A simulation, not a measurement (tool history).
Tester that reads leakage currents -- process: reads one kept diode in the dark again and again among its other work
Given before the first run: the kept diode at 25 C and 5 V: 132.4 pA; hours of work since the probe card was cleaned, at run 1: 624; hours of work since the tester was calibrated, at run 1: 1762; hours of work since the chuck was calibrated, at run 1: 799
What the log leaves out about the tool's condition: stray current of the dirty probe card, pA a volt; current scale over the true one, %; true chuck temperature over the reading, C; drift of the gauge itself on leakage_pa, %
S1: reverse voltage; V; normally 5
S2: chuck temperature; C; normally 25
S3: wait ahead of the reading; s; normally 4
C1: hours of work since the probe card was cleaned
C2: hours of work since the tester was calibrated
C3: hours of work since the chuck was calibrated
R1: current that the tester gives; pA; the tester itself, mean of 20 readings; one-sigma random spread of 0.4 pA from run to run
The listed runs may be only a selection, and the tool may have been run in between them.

run,hour,S1,S2,S3,C1,C2,C3,R1
1,0,5,25,4,624,1762,799,143.3
2,24.2,5,25,4,638,1776,813,142.57
3,71.3,5,25,4,665,1804,841,142.85
4,117.5,5,25,4,692,1831,868,143.4
5,144.4,5,25,4,708,1846,883,144.16
6,179.2,5,25,4,728,1867,904,143.23
7,218.5,5,27,4,751,1890,926,170.43
8,266.8,5,27,4,779,1918,955,172.57
9,315.2,5,27,4,808,1946,983,173.95
10,362.5,5,27,4,835,1974,1010,173.6
11,398.7,5,27,4,856,1995,1032,173.27
12,454.9,5,34,4,889,2027,1064,317.86
13,494,5,40,4,912,2050,1087,523.79
14,536.2,5,40,4,937,2075,1112,524.1
15,562.8,5,40,0.5,952,2090,1127,523.71
16,608,5,25,0.44,978,2117,1154,147.02
17,658.4,5,25,0.44,1008,2146,1183,148.32
18,683.3,1.37,29,4,1022,2161,1198,110.66
19,719.2,14.13,50,0.38,1043,2182,1218,1931.52
20,742.5,9.62,55,2.8,1057,2195,1232,2316.45
21,787.2,9.62,51,2.8,1083,2221,1258,1729.3
22,820.6,5,46,8.03,1102,2241,1278,856.72
# hour 871.8: tester calibrated
23,871.8,1.91,33,2.72,1131,0,1306,182.3
24,927.8,2.27,25,0.51,1164,33,1339,99.63
25,964.3,5,45,4,1185,54,1360,783.26
26,993.4,5,45,4,1202,71,1377,786.27

Run 27, settings as shown, results not yet in. Your forecast:
27,1034.1,7.13,27,4,1226,95,1401,?

Run 27 yielded R1 209.36 pA.
Without the tool's hidden state the same run would have given R1 188.12 pA.

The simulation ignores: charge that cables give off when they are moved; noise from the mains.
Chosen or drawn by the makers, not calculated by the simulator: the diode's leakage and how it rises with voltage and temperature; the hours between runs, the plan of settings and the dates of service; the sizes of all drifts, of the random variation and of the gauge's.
